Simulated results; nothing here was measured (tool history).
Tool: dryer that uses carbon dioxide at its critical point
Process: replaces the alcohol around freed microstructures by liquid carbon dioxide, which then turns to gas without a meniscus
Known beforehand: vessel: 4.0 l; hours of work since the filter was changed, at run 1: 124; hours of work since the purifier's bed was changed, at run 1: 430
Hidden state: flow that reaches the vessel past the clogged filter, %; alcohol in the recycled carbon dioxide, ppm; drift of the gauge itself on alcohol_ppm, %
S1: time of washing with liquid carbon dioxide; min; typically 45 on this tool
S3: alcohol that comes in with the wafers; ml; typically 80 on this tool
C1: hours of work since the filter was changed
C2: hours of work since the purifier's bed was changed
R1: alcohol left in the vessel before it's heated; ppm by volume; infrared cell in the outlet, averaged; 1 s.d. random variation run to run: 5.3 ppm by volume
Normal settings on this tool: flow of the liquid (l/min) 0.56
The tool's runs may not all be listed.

{"run": 1, "hour": 0.0, "S1": 45, "flow of the liquid (l/min)": 0.56, "S3": 80, "C1": 124, "C2": 430, "R1": 276}
{"run": 2, "hour": 20.4, "S1": 45, "flow of the liquid (l/min)": 0.56, "S3": 80, "C1": 134, "C2": 440, "R1": 293}
{"run": 3, "hour": 31.9, "S1": 41, "flow of the liquid (l/min)": 0.56, "S3": 80, "C1": 140, "C2": 445, "R1": 386}
{"run": 4, "hour": 43.5, "S1": 46, "flow of the liquid (l/min)": 0.56, "S3": 80, "C1": 146, "C2": 451, "R1": 274}
{"run": 5, "hour": 68.6, "S1": 45, "flow of the liquid (l/min)": 0.56, "S3": 63, "C1": 158, "C2": 463, "R1": 252}
{"run": 6, "hour": 88.0, "S1": 45, "flow of the liquid (l/min)": 0.56, "S3": 63, "C1": 168, "C2": 473, "R1": 278}
{"run": 7, "hour": 100.0, "S1": 65, "flow of the liquid (l/min)": 0.56, "S3": 63, "C1": 173, "C2": 479, "R1": 157}
{"run": 8, "hour": 113.3, "S1": 65, "flow of the liquid (l/min)": 0.56, "S3": 63, "C1": 180, "C2": 485, "R1": 156}
{"run": 9, "hour": 136.7, "S1": 45, "flow of the liquid (l/min)": 0.381, "S3": 45, "C1": 191, "C2": 497, "R1": 611}
{"run": 10, "hour": 149.3, "S1": 45, "flow of the liquid (l/min)": 0.543, "S3": 45, "C1": 198, "C2": 503, "R1": 274}
{"hour": 172.5, "done": "inlet filter changed"}
{"run": 11, "hour": 172.5, "S1": 47, "flow of the liquid (l/min)": 0.363, "S3": 70, "C1": 0, "C2": 514, "R1": 595}
{"run": 12, "hour": 198.3, "S1": 45, "flow of the liquid (l/min)": 0.56, "S3": 30, "C1": 13, "C2": 526, "R1": 181}
{"run": 13, "hour": 225.7, "S1": 45, "flow of the liquid (l/min)": 0.603, "S3": 53, "C1": 26, "C2": 540, "R1": 200}
{"run": 14, "hour": 250.5, "S1": 52, "flow of the liquid (l/min)": 0.56, "S3": 80, "C1": 38, "C2": 552, "R1": 199}

Branching from run 14: 3 alternative next runs. What would each branch give?
{"run": "A", "hour": 262.0, "S1": 45, "flow of the liquid (l/min)": 0.486, "S3": 80, "C1": 44, "C2": 558, "R1": "?"}
{"run": "B", "hour": 262.0, "S1": 45, "flow of the liquid (l/min)": 0.338, "S3": 29, "C1": 44, "C2": 558, "R1": "?"}
{"run": "C", "hour": 262.0, "S1": 44, "flow of the liquid (l/min)": 0.366, "S3": 96, "C1": 44, "C2": 558, "R1": "?"}

run=A R1=401
run=B R1=476
run=C R1=1026
Stripped of hidden state, with their random variation kept, the same runs would have yielded:
run=A R1=220
run=B R1=299
run=C R1=795

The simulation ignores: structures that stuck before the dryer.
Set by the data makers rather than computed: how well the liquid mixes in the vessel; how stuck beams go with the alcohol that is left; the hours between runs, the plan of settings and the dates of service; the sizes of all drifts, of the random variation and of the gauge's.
